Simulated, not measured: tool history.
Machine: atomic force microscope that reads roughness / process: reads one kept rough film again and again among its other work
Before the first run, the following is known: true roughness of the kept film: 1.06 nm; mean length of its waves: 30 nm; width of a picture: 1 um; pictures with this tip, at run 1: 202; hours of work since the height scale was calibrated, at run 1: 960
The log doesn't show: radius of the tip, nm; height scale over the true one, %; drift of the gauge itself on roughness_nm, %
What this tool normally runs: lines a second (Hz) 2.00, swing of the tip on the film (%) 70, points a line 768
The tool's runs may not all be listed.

run	day	lines a second (Hz)	swing of the tip on the film (%)	points a line	pictures with this tip	hours of work since the height scale was calibrated	roughness of the kept film (nm (root mean square))
1	0.000	2.00	70	768	202	960	0.886
2	1.371	2.00	70	768	236	981	0.860
# day 2.388: new tip fitted
3	2.771	2.00	70	768	9	1002	0.932
4	5.171	2.00	70	768	68	1039	0.921
5	7.379	1.64	70	768	121	1073	0.915
6	9.758	1.64	70	768	179	1110	0.902
7	11.821	1.64	70	768	230	1142	0.889
# day 12.904: new tip fitted
8	13.975	1.64	70	768	26	1175	0.939
9	16.038	1.64	70	768	77	1207	0.926
10	18.275	1.64	70	768	131	1242	0.913
11	19.388	1.64	70	768	158	1259	0.887
12	21.575	1.64	70	768	211	1293	0.878
13	22.938	2.00	70	768	244	1314	0.872
# day 23.446: new tip fitted
14	24.008	2.60	70	768	14	1330	0.904
15	25.679	2.60	70	768	55	1356	0.896
16	27.538	2.60	70	768	100	1384	0.884
17	28.750	0.93	67	631	129	1403	0.938
18	30.342	0.93	67	631	168	1428	0.938
# day 30.608: height scale calibrated on a step standard
19	32.850	3.07	61	803	228	35	0.874
# day 34.025: new tip fitted
20	34.142	0.92	85	356	3	54	0.922
21	35.633	2.00	79	320	39	77	0.858
22	37.662	2.00	79	320	89	109	0.844
23	39.950	0.72	87	905	144	144	0.888
24	41.221	2.00	81	851	175	164	0.819
# day 42.325: height scale calibrated on a step standard, once more
25	42.992	1.12	81	956	217	10	0.889

Alternative continuations, all from the tool just after run 25; predict every row:
# day 44.692: new tip fitted
A	45.438	1.12	71	257	18	48	?
# day 44.692: new tip fitted
B	45.438	2.00	82	953	18	48	?
# day 44.692: new tip fitted
C	45.438	1.12	78	294	18	48	?
# day 44.692: new tip fitted
D	45.438	0.74	81	265	18	48	?
# day 44.692: new tip fitted
E	45.438	1.19	67	768	18	48	?

run	roughness of the kept film (nm (root mean square))
A	0.961
B	0.876
C	0.940
D	0.965
E	0.991
Had the tool no hidden state, the same runs would have come out as:
run	roughness of the kept film (nm (root mean square))
A	0.968
B	0.882
C	0.946
D	0.971
E	0.998
